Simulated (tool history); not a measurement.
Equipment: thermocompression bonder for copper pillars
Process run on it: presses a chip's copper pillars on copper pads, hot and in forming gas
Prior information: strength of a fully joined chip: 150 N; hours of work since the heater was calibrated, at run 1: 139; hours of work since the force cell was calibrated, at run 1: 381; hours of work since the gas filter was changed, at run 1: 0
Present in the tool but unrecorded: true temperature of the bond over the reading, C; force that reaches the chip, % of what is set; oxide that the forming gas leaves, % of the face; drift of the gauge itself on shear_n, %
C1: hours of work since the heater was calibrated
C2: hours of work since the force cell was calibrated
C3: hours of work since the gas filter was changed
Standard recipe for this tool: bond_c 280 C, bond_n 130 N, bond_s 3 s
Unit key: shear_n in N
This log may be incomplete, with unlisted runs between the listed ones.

{"run": 1, "hour": 0.0, "bond_c": 280, "bond_n": 130, "bond_s": 3, "C1": 139, "C2": 381, "C3": 0, "shear_n": 68}
{"run": 2, "hour": 22.7, "bond_c": 280, "bond_n": 130, "bond_s": 3, "C1": 155, "C2": 397, "C3": 16, "shear_n": 68.8}
{"run": 3, "hour": 58.7, "bond_c": 280, "bond_n": 130, "bond_s": 3, "C1": 180, "C2": 422, "C3": 41, "shear_n": 70.3}
{"run": 4, "hour": 91.4, "bond_c": 280, "bond_n": 130, "bond_s": 3, "C1": 202, "C2": 445, "C3": 64, "shear_n": 68.3}
{"run": 5, "hour": 137.7, "bond_c": 280, "bond_n": 130, "bond_s": 3, "C1": 235, "C2": 477, "C3": 96, "shear_n": 67.6}
{"run": 6, "hour": 170.7, "bond_c": 280, "bond_n": 130, "bond_s": 3, "C1": 258, "C2": 500, "C3": 119, "shear_n": 66.4}
{"run": 7, "hour": 196.8, "bond_c": 280, "bond_n": 130, "bond_s": 9, "C1": 276, "C2": 518, "C3": 137, "shear_n": 96.1}
{"run": 8, "hour": 233.2, "bond_c": 280, "bond_n": 130, "bond_s": 9, "C1": 301, "C2": 544, "C3": 162, "shear_n": 93.9}
{"run": 9, "hour": 270.1, "bond_c": 280, "bond_n": 130, "bond_s": 9, "C1": 327, "C2": 569, "C3": 188, "shear_n": 95.5}
{"run": 10, "hour": 300.3, "bond_c": 280, "bond_n": 130, "bond_s": 9, "C1": 348, "C2": 590, "C3": 209, "shear_n": 93.9}
{"run": 11, "hour": 347.9, "bond_c": 260, "bond_n": 130, "bond_s": 3, "C1": 381, "C2": 624, "C3": 242, "shear_n": 45.3}
{"run": 12, "hour": 383.7, "bond_c": 280, "bond_n": 130, "bond_s": 9, "C1": 406, "C2": 649, "C3": 267, "shear_n": 93.4}
{"run": 13, "hour": 408.7, "bond_c": 280, "bond_n": 130, "bond_s": 2, "C1": 424, "C2": 666, "C3": 285, "shear_n": 54.2}
{"run": 14, "hour": 455.2, "bond_c": 280, "bond_n": 126, "bond_s": 2, "C1": 456, "C2": 698, "C3": 317, "shear_n": 51.7}
{"run": 15, "hour": 487.9, "bond_c": 280, "bond_n": 126, "bond_s": 2, "C1": 479, "C2": 721, "C3": 340, "shear_n": 53.9}
{"run": 16, "hour": 538.9, "bond_c": 254, "bond_n": 130, "bond_s": 3, "C1": 514, "C2": 757, "C3": 375, "shear_n": 39.8}
{"run": 17, "hour": 584.4, "bond_c": 275, "bond_n": 130, "bond_s": 3, "C1": 546, "C2": 788, "C3": 407, "shear_n": 55.6}
{"hour": 612.7, "done": "forming gas filter changed"}
{"run": 18, "hour": 626.7, "bond_c": 280, "bond_n": 130, "bond_s": 2, "C1": 575, "C2": 818, "C3": 10, "shear_n": 53.8}
{"run": 19, "hour": 664.3, "bond_c": 280, "bond_n": 130, "bond_s": 3, "C1": 601, "C2": 844, "C3": 36, "shear_n": 64.1}
{"hour": 709.3, "done": "force cell calibrated"}
{"run": 20, "hour": 712.1, "bond_c": 280, "bond_n": 130, "bond_s": 3, "C1": 634, "C2": 2, "C3": 68, "shear_n": 64.8}
{"run": 21, "hour": 751.0, "bond_c": 279, "bond_n": 93, "bond_s": 3, "C1": 661, "C2": 29, "C3": 95, "shear_n": 53}
{"run": 22, "hour": 785.6, "bond_c": 279, "bond_n": 93, "bond_s": 3, "C1": 685, "C2": 53, "C3": 119, "shear_n": 49.9}
{"run": 23, "hour": 835.6, "bond_c": 279, "bond_n": 93, "bond_s": 3, "C1": 720, "C2": 88, "C3": 154, "shear_n": 50.3}
{"run": 24, "hour": 859.4, "bond_c": 297, "bond_n": 93, "bond_s": 3, "C1": 736, "C2": 105, "C3": 171, "shear_n": 68.1}
{"run": 25, "hour": 881.2, "bond_c": 297, "bond_n": 93, "bond_s": 3, "C1": 751, "C2": 120, "C3": 186, "shear_n": 67.2}
{"run": 26, "hour": 911.7, "bond_c": 262, "bond_n": 131, "bond_s": 2, "C1": 773, "C2": 141, "C3": 207, "shear_n": 39.5}
{"hour": 917.8, "done": "heater calibrated with a thermocouple chip"}
{"run": 27, "hour": 942.3, "bond_c": 309, "bond_n": 172, "bond_s": 2, "C1": 17, "C2": 161, "C3": 227, "shear_n": 88.7}
{"run": 28, "hour": 981.2, "bond_c": 309, "bond_n": 172, "bond_s": 2, "C1": 44, "C2": 188, "C3": 254, "shear_n": 90.2}
{"run": 29, "hour": 1004.1, "bond_c": 309, "bond_n": 172, "bond_s": 2, "C1": 60, "C2": 204, "C3": 270, "shear_n": 91.1}
{"run": 30, "hour": 1031.3, "bond_c": 255, "bond_n": 172, "bond_s": 4, "C1": 79, "C2": 223, "C3": 289, "shear_n": 51.3}
{"run": 31, "hour": 1055.3, "bond_c": 280, "bond_n": 192, "bond_s": 3, "C1": 96, "C2": 240, "C3": 306, "shear_n": 73.5}
{"run": 32, "hour": 1095.3, "bond_c": 280, "bond_n": 130, "bond_s": 2, "C1": 124, "C2": 268, "C3": 334, "shear_n": 49.9}
{"run": 33, "hour": 1134.4, "bond_c": 280, "bond_n": 109, "bond_s": 2, "C1": 151, "C2": 295, "C3": 361, "shear_n": 44.1}
{"run": 34, "hour": 1186.0, "bond_c": 304, "bond_n": 132, "bond_s": 2, "C1": 187, "C2": 331, "C3": 397, "shear_n": 71.3}
{"hour": 1230.2, "done": "forming gas filter changed"}
{"hour": 1236.1, "done": "heater calibrated with a thermocouple chip, once more"}
{"run": 35, "hour": 1238.9, "bond_c": 280, "bond_n": 167, "bond_s": 3, "C1": 2, "C2": 366, "C3": 5, "shear_n": 78.4}
{"run": 36, "hour": 1283.9, "bond_c": 280, "bond_n": 167, "bond_s": 3, "C1": 33, "C2": 397, "C3": 36, "shear_n": 78.1}
{"run": 37, "hour": 1328.6, "bond_c": 263, "bond_n": 83, "bond_s": 3, "C1": 64, "C2": 428, "C3": 67, "shear_n": 39}
{"run": 38, "hour": 1372.0, "bond_c": 263, "bond_n": 83, "bond_s": 3, "C1": 95, "C2": 459, "C3": 97, "shear_n": 37.4}
{"run": 39, "hour": 1396.6, "bond_c": 280, "bond_n": 130, "bond_s": 2, "C1": 112, "C2": 476, "C3": 115, "shear_n": 56.1}

Below are 5 alternative next runs, each starting from the tool's condition after run 39. Predict each:
{"run": "A", "hour": 1441.1, "bond_c": 290, "bond_n": 157, "bond_s": 4, "C1": 143, "C2": 507, "C3": 146, "shear_n": "?"}
{"run": "B", "hour": 1441.1, "bond_c": 283, "bond_n": 130, "bond_s": 9, "C1": 143, "C2": 507, "C3": 146, "shear_n": "?"}
{"run": "C", "hour": 1441.1, "bond_c": 280, "bond_n": 181, "bond_s": 6, "C1": 143, "C2": 507, "C3": 146, "shear_n": "?"}
{"run": "D", "hour": 1441.1, "bond_c": 280, "bond_n": 124, "bond_s": 2, "C1": 143, "C2": 507, "C3": 146, "shear_n": "?"}
{"run": "E", "hour": 1441.1, "bond_c": 278, "bond_n": 130, "bond_s": 2, "C1": 143, "C2": 507, "C3": 146, "shear_n": "?"}

run=A shear_n=92.3
run=B shear_n=98.9
run=C shear_n=97.6
run=D shear_n=55.2
run=E shear_n=55.7
With no hidden state in the tool, these same runs would have given:
run=A shear_n=98.3
run=B shear_n=105.1
run=C shear_n=103.7
run=D shear_n=60
run=E shear_n=60.4
